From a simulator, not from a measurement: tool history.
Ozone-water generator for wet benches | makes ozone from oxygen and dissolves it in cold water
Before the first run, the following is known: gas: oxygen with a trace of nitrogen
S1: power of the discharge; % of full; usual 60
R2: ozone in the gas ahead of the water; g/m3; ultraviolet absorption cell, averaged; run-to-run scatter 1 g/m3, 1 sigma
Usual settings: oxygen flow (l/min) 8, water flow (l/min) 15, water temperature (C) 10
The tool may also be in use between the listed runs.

Run 1, hour 0: usual settings. Result: dissolved ozone (ppm) 32.1, R2 170.1 g/m3.
Run 2, hour 30.9: usual settings. Result: dissolved ozone (ppm) 32.1, R2 169.4 g/m3.
Run 3, hour 47.6: usual settings but water temperature (C) 6. Result: dissolved ozone (ppm) 34.3, R2 168.5 g/m3.
Run 4, hour 61.1: usual settings but oxygen flow (l/min) 10.08, water temperature (C) 6. Result: dissolved ozone (ppm) 33.2, R2 146.7 g/m3.
Run 5, hour 91.1: usual settings. Result: dissolved ozone (ppm) 31.6, R2 168.8 g/m3.
Run 6, hour 104.5: usual settings. Result: dissolved ozone (ppm) 31.9, R2 169.5 g/m3.
At hour 107.3: water thermometer calibrated.
Run 7, hour 127.4: usual settings. Result: dissolved ozone (ppm) 31.9, R2 168.3 g/m3.
Run 8, hour 149.1: usual settings. Result: dissolved ozone (ppm) 32, R2 169.5 g/m3.
Run 9, hour 173.4: usual settings. Result: dissolved ozone (ppm) 31.8, R2 169.2 g/m3.
Run 10, hour 190: usual settings but water flow (l/min) 14. Result: dissolved ozone (ppm) 33.5, R2 169.6 g/m3.
Run 11, hour 219.1: usual settings but S1 67 % of full, water flow (l/min) 10, water temperature (C) 8. Result: dissolved ozone (ppm) 47.3, R2 185.3 g/m3.
Run 12, hour 238.4: usual settings but water flow (l/min) 9, water temperature (C) 9. Result: dissolved ozone (ppm) 44.4, R2 167.1 g/m3.
Run 13, hour 258.2: usual settings but water flow (l/min) 9, water temperature (C) 9. Result: dissolved ozone (ppm) 44.1, R2 168.3 g/m3.
Run 14, hour 284.5: usual settings but oxygen flow (l/min) 11.22, water flow (l/min) 9, water temperature (C) 9. Result: dissolved ozone (ppm) 40, R2 137.3 g/m3.
Run 15, hour 313.1: usual settings but oxygen flow (l/min) 11.22, water flow (l/min) 21, water temperature (C) 9. Result: dissolved ozone (ppm) 23.7, R2 136.5 g/m3.
Run 16, hour 343.7: usual settings but S1 49 % of full. Result: dissolved ozone (ppm) 26.5, R2 139.1 g/m3.
Run 17, hour 359: usual settings but S1 95 % of full, oxygen flow (l/min) 7.24, water temperature (C) 14. Result: dissolved ozone (ppm) 45.5, R2 267.7 g/m3.
Run 18, hour 390.8: usual settings but S1 95 % of full, oxygen flow (l/min) 7.24, water flow (l/min) 11, water temperature (C) 8. Result: dissolved ozone (ppm) 61.8, R2 269 g/m3.
Run 19, hour 423: usual settings but S1 95 % of full, oxygen flow (l/min) 7.24, water flow (l/min) 11, water temperature (C) 8. Result: dissolved ozone (ppm) 61.8, R2 265.1 g/m3.
Run 20, hour 446.4: usual settings but S1 86 % of full, water temperature (C) 6. Result: dissolved ozone (ppm) 47.1, R2 229 g/m3.

Consider 4 possible next runs. They are alternatives, not a sequence: every one starts from the tool as it was left by run 20. What does each give?
Run A, hour 464.3: usual settings but S1 44 % of full, water flow (l/min) 11, water temperature (C) 11. Result: dissolved ozone (ppm) ?, R2 ?.
Run B, hour 464.3: usual settings but S1 58 % of full, oxygen flow (l/min) 7.81, water temperature (C) 6. Result: dissolved ozone (ppm) ?, R2 ?.
Run C, hour 464.3: usual settings but S1 86 % of full, oxygen flow (l/min) 10.1, water temperature (C) 6. Result: dissolved ozone (ppm) ?, R2 ?.
Run D, hour 464.3: usual settings but S1 86 % of full, water flow (l/min) 23, water temperature (C) 14. Result: dissolved ozone (ppm) ?, R2 ?.

run  dissolved ozone (ppm)     R2
  A                   28.6    126
  B                     33  164.4
  C                     45    201
  D                     29    232
The same runs, with their run-to-run variation unchanged, on a tool lacking any hidden condition would have given:
run  dissolved ozone (ppm)     R2
  A                   30.2  128.7
  B                   35.6  169.6
  C                   49.3  210.1
  D                   32.2  242.7
